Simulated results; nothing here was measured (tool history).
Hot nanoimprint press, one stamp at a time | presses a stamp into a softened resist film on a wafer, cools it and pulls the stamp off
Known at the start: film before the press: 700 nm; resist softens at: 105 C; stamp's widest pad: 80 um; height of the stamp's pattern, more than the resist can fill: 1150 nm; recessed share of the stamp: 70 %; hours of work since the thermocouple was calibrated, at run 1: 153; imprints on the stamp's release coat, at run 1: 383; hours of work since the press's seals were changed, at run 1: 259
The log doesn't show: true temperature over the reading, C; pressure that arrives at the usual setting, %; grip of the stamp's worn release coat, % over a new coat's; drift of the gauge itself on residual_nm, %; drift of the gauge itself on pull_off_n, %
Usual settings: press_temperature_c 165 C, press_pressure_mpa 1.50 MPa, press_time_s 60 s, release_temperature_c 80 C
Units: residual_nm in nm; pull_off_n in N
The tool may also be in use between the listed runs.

| run | day | press_temperature_c | press_pressure_mpa | press_time_s | release_temperature_c | hours of work since the thermocouple was calibrated | imprints on the stamp's release coat | hours of work since the press's seals were changed | residual_nm | pull_off_n |
|---|---|---|---|---|---|---|---|---|---|---|
| 1 | 0.000 | 165 | 1.50 | 60 | 80 | 153 | 383 | 259 | 296.0 | 190 |
| 2 | 1.567 | 165 | 1.50 | 60 | 80 | 173 | 532 | 278 | 292.1 | 195 |
| 3 | 2.838 | 165 | 1.50 | 60 | 75 | 188 | 653 | 294 | 297.6 | 214 |
| 4 | 4.417 | 165 | 1.50 | 60 | 80 | 208 | 804 | 313 | 295.7 | 196 |
| 5 | 5.712 | 165 | 1.50 | 60 | 80 | 224 | 928 | 329 | 298.2 | 198 |
| 6 | 6.838 | 165 | 1.50 | 60 | 80 | 237 | 1035 | 343 | 300.0 | 200 |
| 7 | 7.621 | 165 | 1.50 | 60 | 80 | 247 | 1110 | 353 | 298.6 | 206 |
| 8 | 8.717 | 165 | 1.50 | 60 | 80 | 261 | 1214 | 366 | 300.9 | 219 |
| 9 | 9.746 | 165 | 1.50 | 60 | 80 | 273 | 1313 | 379 | 299.7 | 211 |
| 10 | 11.212 | 165 | 1.50 | 60 | 80 | 291 | 1452 | 397 | 302.4 | 218 |
|  | 12.608 | plate thermocouple calibrated |
| 11 | 12.758 | 165 | 1.56 | 60 | 80 | 2 | 1588 | 414 | 281.7 | 207 |
| 12 | 14.150 | 165 | 1.56 | 60 | 80 | 19 | 1721 | 431 | 281.4 | 221 |
| 13 | 15.042 | 165 | 1.56 | 60 | 80 | 30 | 1805 | 442 | 283.2 | 207 |
| 14 | 16.112 | 165 | 1.50 | 60 | 80 | 43 | 1908 | 455 | 289.7 | 221 |
|  | 17.017 | stamp cleaned and given a new release coat |
| 15 | 17.825 | 165 | 1.31 | 60 | 80 | 61 | 77 | 473 | 311.5 | 175 |
| 16 | 19.262 | 165 | 1.87 | 60 | 80 | 79 | 214 | 491 | 258.6 | 177 |
| 17 | 20.454 | 165 | 1.87 | 60 | 80 | 93 | 328 | 506 | 258.2 | 181 |
| 18 | 21.375 | 165 | 1.87 | 60 | 80 | 105 | 416 | 517 | 258.0 | 185 |
| 19 | 22.950 | 165 | 1.65 | 50 | 80 | 124 | 566 | 536 | 296.1 | 179 |
| 20 | 24.375 | 165 | 1.50 | 53 | 75 | 141 | 702 | 554 | 308.0 | 220 |
| 21 | 25.808 | 160 | 2.13 | 49 | 83 | 159 | 838 | 571 | 306.9 | 172 |
| 22 | 27.112 | 160 | 2.13 | 49 | 83 | 175 | 963 | 587 | 308.4 | 191 |
| 23 | 27.979 | 164 | 1.50 | 60 | 80 | 186 | 1045 | 598 | 306.7 | 199 |
| 24 | 28.717 | 162 | 1.50 | 66 | 80 | 195 | 1116 | 607 | 315.9 | 201 |
| 25 | 29.892 | 176 | 1.50 | 75 | 80 | 209 | 1228 | 621 | 201.6 | 205 |
| 26 | 30.854 | 165 | 1.09 | 118 | 80 | 221 | 1319 | 633 | 282.2 | 211 |
| 27 | 31.542 | 168 | 2.36 | 44 | 68 | 229 | 1385 | 642 | 239.3 | 282 |
| 28 | 32.646 | 168 | 2.36 | 44 | 68 | 243 | 1490 | 655 | 236.6 | 273 |
| 29 | 33.496 | 157 | 2.36 | 44 | 68 | 253 | 1571 | 666 | 341.2 | 284 |
| 30 | 34.608 | 175 | 1.08 | 62 | 69 | 267 | 1678 | 679 | 269.1 | 286 |

Forecast each of these 3 alternatives for the next run:
| A | 36.012 | 165 | 1.50 | 60 | 66 | 284 | 1811 | 697 | ? | ? |
| B | 36.012 | 158 | 1.50 | 60 | 80 | 284 | 1811 | 697 | ? | ? |
| C | 36.012 | 155 | 0.91 | 60 | 80 | 284 | 1811 | 697 | ? | ? |

| run | residual_nm | pull_off_n |
|---|---|---|
| A | 301.9 | 307 |
| B | 376.4 | 219 |
| C | 507.0 | 218 |
Without the tool's hidden state the same runs would have given:
| run | residual_nm | pull_off_n |
|---|---|---|
| A | 283.1 | 235 |
| B | 353.5 | 167 |
| C | 488.2 | 166 |
